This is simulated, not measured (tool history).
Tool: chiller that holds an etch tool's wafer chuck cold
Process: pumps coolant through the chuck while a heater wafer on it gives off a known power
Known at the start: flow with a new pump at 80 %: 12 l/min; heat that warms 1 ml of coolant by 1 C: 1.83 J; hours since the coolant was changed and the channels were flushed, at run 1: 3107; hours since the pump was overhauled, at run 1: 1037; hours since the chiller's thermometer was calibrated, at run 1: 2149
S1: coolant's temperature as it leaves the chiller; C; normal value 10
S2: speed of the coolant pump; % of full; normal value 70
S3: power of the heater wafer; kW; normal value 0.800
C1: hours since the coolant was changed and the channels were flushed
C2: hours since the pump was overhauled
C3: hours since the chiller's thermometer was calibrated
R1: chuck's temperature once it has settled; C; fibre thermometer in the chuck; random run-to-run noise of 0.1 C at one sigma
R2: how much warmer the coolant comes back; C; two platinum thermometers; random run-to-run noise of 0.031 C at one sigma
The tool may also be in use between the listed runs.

{"run": 1, "day": 0.0, "S1": 10, "S2": 70, "S3": 0.8, "C1": 3107, "C2": 1037, "C3": 2149, "R1": 17.0, "R2": 2.54}
{"run": 2, "day": 1.2, "S1": 10, "S2": 70, "S3": 0.892, "C1": 3136, "C2": 1066, "C3": 2177, "R1": 17.9, "R2": 2.81}
{"run": 3, "day": 2.196, "S1": 10, "S2": 65, "S3": 0.8, "C1": 3160, "C2": 1090, "C3": 2201, "R1": 17.4, "R2": 2.72}
{"run": 4, "day": 3.162, "S1": 4, "S2": 65, "S3": 0.8, "C1": 3183, "C2": 1113, "C3": 2225, "R1": 11.5, "R2": 2.77}
{"run": 5, "day": 4.283, "S1": 4, "S2": 65, "S3": 0.8, "C1": 3210, "C2": 1140, "C3": 2251, "R1": 11.8, "R2": 2.76}
{"run": 6, "day": 5.421, "S1": 4, "S2": 65, "S3": 0.8, "C1": 3237, "C2": 1167, "C3": 2279, "R1": 11.6, "R2": 2.73}
{"run": 7, "day": 6.392, "S1": 4, "S2": 65, "S3": 1.053, "C1": 3260, "C2": 1191, "C3": 2302, "R1": 13.9, "R2": 3.64}
{"run": 8, "day": 7.2, "S1": 4, "S2": 65, "S3": 1.053, "C1": 3280, "C2": 1210, "C3": 2322, "R1": 13.9, "R2": 3.64}
{"run": 9, "day": 8.262, "S1": 4, "S2": 65, "S3": 1.053, "C1": 3305, "C2": 1235, "C3": 2347, "R1": 13.9, "R2": 3.67}
{"run": 10, "day": 8.829, "S1": 4, "S2": 65, "S3": 1.053, "C1": 3319, "C2": 1249, "C3": 2361, "R1": 14.0, "R2": 3.63}
{"run": 11, "day": 9.908, "S1": 12, "S2": 70, "S3": 0.8, "C1": 3345, "C2": 1275, "C3": 2387, "R1": 19.3, "R2": 2.59}
{"run": 12, "day": 10.571, "S1": 10, "S2": 73, "S3": 0.8, "C1": 3361, "C2": 1291, "C3": 2402, "R1": 17.0, "R2": 2.45}
{"day": 10.888, "done": "coolant pump overhauled"}
{"run": 13, "day": 11.929, "S1": 7, "S2": 73, "S3": 0.8, "C1": 3388, "C2": 25, "C3": 2430, "R1": 14.1, "R2": 2.49}
{"run": 14, "day": 13.125, "S1": 7, "S2": 73, "S3": 0.8, "C1": 3417, "C2": 54, "C3": 2459, "R1": 14.2, "R2": 2.52}
{"run": 15, "day": 13.792, "S1": 10, "S2": 70, "S3": 0.8, "C1": 3433, "C2": 70, "C3": 2475, "R1": 17.1, "R2": 2.59}
{"day": 14.696, "done": "coolant pump overhauled, once more"}
{"run": 16, "day": 14.921, "S1": 13, "S2": 70, "S3": 0.8, "C1": 3455, "C2": 5, "C3": 2497, "R1": 20.0, "R2": 2.47}
{"run": 17, "day": 15.725, "S1": 13, "S2": 70, "S3": 0.8, "C1": 3474, "C2": 25, "C3": 2516, "R1": 20.1, "R2": 2.54}
{"run": 18, "day": 16.442, "S1": 10, "S2": 93, "S3": 0.603, "C1": 3492, "C2": 42, "C3": 2533, "R1": 14.3, "R2": 1.48}
{"run": 19, "day": 17.625, "S1": 10, "S2": 93, "S3": 0.603, "C1": 3520, "C2": 70, "C3": 2562, "R1": 14.5, "R2": 1.42}
{"run": 20, "day": 18.267, "S1": 8, "S2": 83, "S3": 1.055, "C1": 3535, "C2": 86, "C3": 2577, "R1": 16.2, "R2": 2.76}
{"run": 21, "day": 18.862, "S1": 8, "S2": 80, "S3": 1.055, "C1": 3550, "C2": 100, "C3": 2591, "R1": 16.4, "R2": 2.86}
{"run": 22, "day": 19.912, "S1": 10, "S2": 70, "S3": 0.637, "C1": 3575, "C2": 125, "C3": 2617, "R1": 15.6, "R2": 1.98}
{"run": 23, "day": 20.471, "S1": 10, "S2": 90, "S3": 0.604, "C1": 3588, "C2": 139, "C3": 2630, "R1": 14.6, "R2": 1.48}
{"run": 24, "day": 20.996, "S1": 20, "S2": 71, "S3": 0.527, "C1": 3601, "C2": 151, "C3": 2643, "R1": 24.8, "R2": 1.64}
{"run": 25, "day": 21.646, "S1": 3, "S2": 71, "S3": 0.699, "C1": 3616, "C2": 167, "C3": 2658, "R1": 9.1, "R2": 2.23}
{"run": 26, "day": 22.229, "S1": 10, "S2": 94, "S3": 0.8, "C1": 3630, "C2": 181, "C3": 2672, "R1": 15.8, "R2": 1.93}
{"run": 27, "day": 23.104, "S1": 10, "S2": 94, "S3": 0.8, "C1": 3651, "C2": 202, "C3": 2693, "R1": 15.8, "R2": 1.92}
{"run": 28, "day": 23.983, "S1": 10, "S2": 94, "S3": 0.8, "C1": 3673, "C2": 223, "C3": 2714, "R1": 15.8, "R2": 1.9}
{"run": 29, "day": 24.7, "S1": 10, "S2": 94, "S3": 0.8, "C1": 3690, "C2": 240, "C3": 2731, "R1": 15.7, "R2": 1.84}
{"run": 30, "day": 25.65, "S1": 2, "S2": 86, "S3": 0.465, "C1": 3713, "C2": 263, "C3": 2754, "R1": 5.7, "R2": 1.19}
{"run": 31, "day": 26.467, "S1": 2, "S2": 86, "S3": 0.465, "C1": 3732, "C2": 283, "C3": 2774, "R1": 5.8, "R2": 1.18}

Some steps in R1, run to run, broken into two amounts with sign: the step expected even without the hidden condition (settings, incoming material, random variation), and the rest, left for the hidden condition together with whatever gauge scatter is not in both the measured and the hidden-condition-free result:
Hidden conditions of the tool in this case: heat passed by the chuck's channels, % of clean ones'; flow at a given pump speed, % of a new pump's; coolant's true temperature over the reading, C; drift of the gauge itself on chuck_c, C; drift of the gauge itself on warmer_back_c, C.
Run 10 -> 11: S1 4 -> 12, S2 65 -> 70, S3 1.053 -> 0.800. R1 +5.3 C: hidden state -0.2, all else +5.5.
Run 15 -> 16: S1 10 -> 13, coolant pump overhauled, once more. R1 +2.9 C: hidden state -0.2, all else +3.1.
Run 17 -> 18: S1 13 -> 10, S2 70 -> 93, S3 0.800 -> 0.603. R1 -5.8 C: hidden state -0.3, all else -5.5.
Run 23 -> 24: S1 10 -> 20, S2 90 -> 71, S3 0.604 -> 0.527. R1 +10.2 C: hidden state +0.0, all else +10.2.
Run 24 -> 25: S1 20 -> 3, S3 0.527 -> 0.699. R1 -15.7 C: hidden state +0.1, all else -15.8.
Run 29 -> 30: S1 10 -> 2, S2 94 -> 86, S3 0.800 -> 0.465. R1 -10.0 C: hidden state -0.2, all else -9.8.
